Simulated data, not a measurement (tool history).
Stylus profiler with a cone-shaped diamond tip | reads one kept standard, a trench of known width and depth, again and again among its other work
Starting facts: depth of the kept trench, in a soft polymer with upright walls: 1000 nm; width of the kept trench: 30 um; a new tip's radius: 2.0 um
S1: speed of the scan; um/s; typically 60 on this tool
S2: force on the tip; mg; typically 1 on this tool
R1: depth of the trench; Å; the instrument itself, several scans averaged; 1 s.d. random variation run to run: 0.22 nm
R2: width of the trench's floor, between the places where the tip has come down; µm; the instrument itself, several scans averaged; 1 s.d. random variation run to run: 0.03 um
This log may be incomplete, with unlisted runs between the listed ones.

{"run": 1, "day": 0.0, "S1": 60, "S2": 1, "R1": 10035, "R2": 25.65}
{"run": 2, "day": 2.246, "S1": 60, "S2": 1, "R1": 10033.5, "R2": 25.61}
{"run": 3, "day": 3.508, "S1": 60, "S2": 1, "R1": 10033.5, "R2": 25.58}
{"run": 4, "day": 5.579, "S1": 60, "S2": 1, "R1": 10034.4, "R2": 25.57}
{"run": 5, "day": 6.708, "S1": 60, "S2": 1, "R1": 10028, "R2": 25.62}
{"run": 6, "day": 8.875, "S1": 60, "S2": 1, "R1": 10029.7, "R2": 25.54}
{"run": 7, "day": 11.258, "S1": 60, "S2": 1, "R1": 10026, "R2": 25.53}
{"run": 8, "day": 13.321, "S1": 60, "S2": 1, "R1": 10023.8, "R2": 25.46}
{"run": 9, "day": 15.158, "S1": 60, "S2": 1, "R1": 10023.2, "R2": 25.42}
{"run": 10, "day": 17.3, "S1": 60, "S2": 1, "R1": 10016.8, "R2": 25.45}
{"run": 11, "day": 19.492, "S1": 60, "S2": 1.19, "R1": 10027.2, "R2": 25.42}
{"run": 12, "day": 21.183, "S1": 60, "S2": 1.19, "R1": 10027, "R2": 25.42}
{"run": 13, "day": 22.212, "S1": 60, "S2": 1.19, "R1": 10025.9, "R2": 25.43}
{"run": 14, "day": 23.379, "S1": 60, "S2": 1, "R1": 10016.7, "R2": 25.46}
{"run": 15, "day": 24.975, "S1": 60, "S2": 1, "R1": 10012.6, "R2": 25.41}
{"run": 16, "day": 26.712, "S1": 60, "S2": 0.72, "R1": 9998.5, "R2": 25.27}
{"run": 17, "day": 28.571, "S1": 60, "S2": 0.72, "R1": 9996.7, "R2": 25.3}
{"run": 18, "day": 30.246, "S1": 60, "S2": 0.72, "R1": 9994.9, "R2": 25.24}
{"day": 32.05, "done": "height scale calibrated on a step standard"}
{"run": 19, "day": 32.608, "S1": 60, "S2": 0.72, "R1": 10057.8, "R2": 25.22}
{"run": 20, "day": 34.096, "S1": 60, "S2": 0.72, "R1": 10055, "R2": 25.25}
{"run": 21, "day": 36.225, "S1": 60, "S2": 0.72, "R1": 10050.9, "R2": 25.24}
{"run": 22, "day": 38.008, "S1": 34, "S2": 2.32, "R1": 10126.3, "R2": 25.46}
{"run": 23, "day": 39.283, "S1": 226, "S2": 0.58, "R1": 10043.7, "R2": 24.17}
{"run": 24, "day": 40.508, "S1": 139, "S2": 0.34, "R1": 10026.3, "R2": 24.38}
{"run": 25, "day": 41.929, "S1": 139, "S2": 0.34, "R1": 10028.6, "R2": 24.37}
{"run": 26, "day": 44.021, "S1": 139, "S2": 0.34, "R1": 10022.7, "R2": 24.35}
{"run": 27, "day": 45.808, "S1": 36, "S2": 1.68, "R1": 10089.2, "R2": 25.3}
{"run": 28, "day": 47.292, "S1": 36, "S2": 1.68, "R1": 10093.9, "R2": 25.31}
{"run": 29, "day": 49.654, "S1": 59, "S2": 1.47, "R1": 10080.7, "R2": 25.21}
{"run": 30, "day": 51.192, "S1": 59, "S2": 1.47, "R1": 10079.9, "R2": 25.17}
{"run": 31, "day": 53.021, "S1": 109, "S2": 0.6, "R1": 10033.5, "R2": 24.74}
{"run": 32, "day": 55.196, "S1": 109, "S2": 0.6, "R1": 10035.5, "R2": 24.75}
{"run": 33, "day": 57.096, "S1": 101, "S2": 1.89, "R1": 10087.2, "R2": 25}

Some steps in R1 between neighbouring runs. How much of each would the tool show without its hidden state too (settings, what came in, random variation), and how much is left for the hidden state, with any gauge scatter that isn't in both results?
Hidden conditions of the tool in this case: radius of the tip, um; height scale over the true one, %; drift of the gauge itself on depth_nm, %; drift of the gauge itself on floor_um, %.
Run 6 -> 7: settings left as they were, no log entry in between. R1 -3.7 Å: hidden state -2, all else -1.7.
Run 10 -> 11: S2 1 -> 1.19. R1 +10.4 Å: hidden state -1.9, all else +12.3.
Run 18 -> 19: height scale calibrated on a step standard. R1 +62.9 Å: hidden state +62.4, all else +0.5.
Run 21 -> 22: S1 60 -> 34, S2 0.72 -> 2.32. R1 +75.4 Å: hidden state -1.4, all else +76.8.
Run 22 -> 23: S1 34 -> 226, S2 2.32 -> 0.58. R1 -82.6 Å: hidden state -1.1, all else -81.5.
Run 26 -> 27: S1 139 -> 36, S2 0.34 -> 1.68. R1 +66.5 Å: hidden state -1.4, all else +67.9.

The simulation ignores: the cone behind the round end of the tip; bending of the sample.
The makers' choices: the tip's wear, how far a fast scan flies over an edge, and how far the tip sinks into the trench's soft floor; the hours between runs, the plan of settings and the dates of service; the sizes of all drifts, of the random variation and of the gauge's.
